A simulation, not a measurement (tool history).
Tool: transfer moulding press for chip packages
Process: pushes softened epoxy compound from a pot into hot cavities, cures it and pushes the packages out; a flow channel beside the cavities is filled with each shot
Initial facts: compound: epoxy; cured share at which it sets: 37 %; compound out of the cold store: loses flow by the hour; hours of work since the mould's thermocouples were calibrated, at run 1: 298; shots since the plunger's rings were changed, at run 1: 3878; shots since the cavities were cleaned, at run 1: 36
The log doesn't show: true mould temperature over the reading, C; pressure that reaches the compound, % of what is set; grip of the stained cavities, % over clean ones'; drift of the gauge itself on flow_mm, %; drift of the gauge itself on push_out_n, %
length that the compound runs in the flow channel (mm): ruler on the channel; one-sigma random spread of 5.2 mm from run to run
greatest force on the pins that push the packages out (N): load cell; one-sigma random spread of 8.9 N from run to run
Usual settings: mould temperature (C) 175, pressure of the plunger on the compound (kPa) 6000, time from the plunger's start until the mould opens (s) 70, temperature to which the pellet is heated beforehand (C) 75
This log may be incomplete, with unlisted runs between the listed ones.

run,hour,mould temperature (C),pressure of the plunger on the compound (kPa),time from the plunger's start until the mould opens (s),temperature to which the pellet is heated beforehand (C),hours of work since the mould's thermocouples were calibrated,shots since the plunger's rings were changed,shots since the cavities were cleaned,incoming compound's hours out of the cold store,length that the compound runs in the flow channel (mm),greatest force on the pins that push the packages out (N)
1,0.0,175,6000,70,75,298,3878,36,34.7,494,407
# hour 31.0: cavities cleaned with cleaning compound and waxed
2,58.4,175,6000,64,75,339,4780,435,31.7,491,811
# hour 64.7: cavities cleaned with cleaning compound and waxed
# hour 97.2: cavities cleaned with cleaning compound and waxed
# hour 117.9: plunger's sealing rings changed
# hour 138.4: cavities cleaned with cleaning compound and waxed
3,142.6,175,6000,64,75,394,368,67,35.5,519,497
# hour 171.5: cavities cleaned with cleaning compound and waxed
4,193.2,180,6000,64,75,429,1148,345,33.0,527,522
# hour 206.6: cavities cleaned with cleaning compound and waxed
# hour 245.9: mould's thermocouples calibrated
# hour 247.4: cavities cleaned with cleaning compound and waxed
# hour 281.6: cavities cleaned with cleaning compound and waxed
5,285.4,180,6000,64,75,26,2507,60,16.9,545,425
# hour 319.7: cavities cleaned with cleaning compound and waxed
# hour 352.9: cavities cleaned with cleaning compound and waxed
6,352.9,175,6310,70,75,72,3530,0,29.5,527,409
# hour 361.6: cavities cleaned with cleaning compound and waxed, once more
# hour 398.0: cavities cleaned with cleaning compound and waxed
7,427.0,175,6000,70,75,123,4659,461,39.7,469,620
# hour 434.3: cavities cleaned with cleaning compound and waxed
# hour 466.9: cavities cleaned with cleaning compound and waxed
8,473.8,175,6000,70,75,154,5354,111,42.0,454,457
# hour 495.9: plunger's sealing rings changed
# hour 501.8: cavities cleaned with cleaning compound and waxed
# hour 536.0: cavities cleaned with cleaning compound and waxed
9,559.8,175,6000,70,75,211,965,377,25.2,554,579
# hour 568.0: cavities cleaned with cleaning compound and waxed
# hour 603.4: cavities cleaned with cleaning compound and waxed
10,622.9,175,6000,70,75,254,1920,310,8.8,586,573
# hour 637.2: cavities cleaned with cleaning compound and waxed
# hour 671.7: cavities cleaned with cleaning compound and waxed
11,687.3,175,6000,70,75,298,2894,248,30.6,513,524
# hour 706.2: cavities cleaned with cleaning compound and waxed
# hour 738.9: cavities cleaned with cleaning compound and waxed
12,745.7,175,6000,70,75,337,3773,107,35.1,486,472
# hour 776.6: cavities cleaned with cleaning compound and waxed
# hour 811.7: cavities cleaned with cleaning compound and waxed
13,833.2,175,4820,70,75,398,5114,341,27.3,444,583
# hour 849.0: cavities cleaned with cleaning compound and waxed
# hour 876.0: plunger's sealing rings changed
# hour 883.6: cavities cleaned with cleaning compound and waxed
14,904.9,172,5660,70,75,445,436,338,21.8,558,624
# hour 919.2: cavities cleaned with cleaning compound and waxed
# hour 935.0: mould's thermocouples calibrated
# hour 954.2: cavities cleaned with cleaning compound and waxed
15,956.8,181,5620,70,79,14,1180,42,12.3,553,373
# hour 988.1: cavities cleaned with cleaning compound and waxed
16,1006.0,181,5620,70,79,48,1936,284,9.9,547,478
# hour 1020.3: cavities cleaned with cleaning compound and waxed
17,1048.3,175,6000,68,78,78,2584,444,31.6,511,625
# hour 1057.3: cavities cleaned with cleaning compound and waxed
# hour 1093.5: cavities cleaned with cleaning compound and waxed
18,1106.7,175,6000,68,78,117,3464,210,19.7,542,549
# hour 1129.0: cavities cleaned with cleaning compound and waxed
# hour 1162.8: cavities cleaned with cleaning compound and waxed
19,1188.2,179,6720,70,75,173,4708,402,35.2,514,530
# hour 1196.2: cavities cleaned with cleaning compound and waxed
# hour 1229.4: cavities cleaned with cleaning compound and waxed
20,1243.2,179,6720,70,77,210,5533,218,10.9,560,473
# hour 1254.4: plunger's sealing rings changed
# hour 1270.3: cavities cleaned with cleaning compound and waxed
# hour 1302.3: cavities cleaned with cleaning compound and waxed
# hour 1336.6: cavities cleaned with cleaning compound and waxed
21,1339.1,174,6720,70,84,273,1272,38,34.9,556,438
# hour 1371.3: cavities cleaned with cleaning compound and waxed
22,1376.9,179,6720,70,84,299,1849,89,30.8,550,411
# hour 1408.9: cavities cleaned with cleaning compound and waxed
23,1419.9,180,6720,70,73,329,2506,173,38.6,524,447
# hour 1442.7: cavities cleaned with cleaning compound and waxed
# hour 1477.4: cavities cleaned with cleaning compound and waxed
24,1485.0,169,6000,70,75,373,3493,121,37.7,497,613

Alternative continuations, all from the tool just after run 24; predict every row:
# hour 1515.1: cavities cleaned with cleaning compound and waxed
# hour 1549.0: cavities cleaned with cleaning compound and waxed
A,1558.5,175,5620,70,72,423,4611,151,18.9,?,?
# hour 1515.1: cavities cleaned with cleaning compound and waxed
# hour 1549.0: cavities cleaned with cleaning compound and waxed
B,1558.5,169,5350,102,68,423,4611,151,38.2,?,?
# hour 1515.1: cavities cleaned with cleaning compound and waxed
# hour 1549.0: cavities cleaned with cleaning compound and waxed
C,1558.5,177,6000,70,75,423,4611,151,29.3,?,?

run,length that the compound runs in the flow channel (mm),greatest force on the pins that push the packages out (N)
A,507,490
B,458,416
C,496,453
With the hidden condition removed and each run's random variation left untouched, the same runs would have given:
run,length that the compound runs in the flow channel (mm),greatest force on the pins that push the packages out (N)
A,561,413
B,507,338
C,549,377
